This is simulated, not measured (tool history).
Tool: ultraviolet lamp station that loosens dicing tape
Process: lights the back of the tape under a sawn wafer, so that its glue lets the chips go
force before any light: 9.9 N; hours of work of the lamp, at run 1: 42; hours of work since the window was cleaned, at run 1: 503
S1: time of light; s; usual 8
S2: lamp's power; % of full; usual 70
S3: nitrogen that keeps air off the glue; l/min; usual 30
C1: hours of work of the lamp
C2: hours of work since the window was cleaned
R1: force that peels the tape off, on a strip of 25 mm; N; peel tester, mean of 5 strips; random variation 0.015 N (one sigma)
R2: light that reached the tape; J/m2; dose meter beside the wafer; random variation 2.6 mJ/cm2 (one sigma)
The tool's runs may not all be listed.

run	hour	S1	S2	S3	C1	C2	R1	R2
1	0	8	70	30	42	503	1.003	2790
2	10.8	8	61	30	46	507	1.374	2400
# hour 16.4: window cleaned of glue's vapour
3	20.6	13	61	30	50	2	0.353	4550
4	26.7	8	76	30	53	4	0.618	3450
5	32.4	8	76	30	55	7	0.644	3480
6	37.6	8	76	30	57	9	0.615	3500
7	48.3	8	76	30	62	13	0.627	3470
8	55.7	8	76	30	65	16	0.638	3480
9	62.7	9	70	30	68	19	0.606	3610
10	73	9	70	11	72	24	1.371	3600
11	84	8	63	59	77	28	0.579	2870
12	93.7	8	63	59	81	32	0.606	2850
13	104	8	64	59	85	36	0.586	2860
14	113.1	8	64	59	89	40	0.609	2860
15	118.4	5	71	16	91	42	2.78	1980
16	124	5	65	16	93	45	3.024	1780

4 ways to go on from here, each from the tool as it stands after run 16. What would each give?
A	131.5	11	70	53	96	48	?	?
B	131.5	6	70	10	96	48	?	?
C	131.5	8	70	10	96	48	?	?
D	131.5	13	96	47	96	48	?	?

run	R1	R2
A	0.276	4280
B	2.754	2350
C	1.862	3100
D	0.195	6970
Without the tool's hidden state the same runs would have given:
run	R1	R2
A	0.248	4580
B	2.529	2510
C	1.668	3320
D	0.192	7460
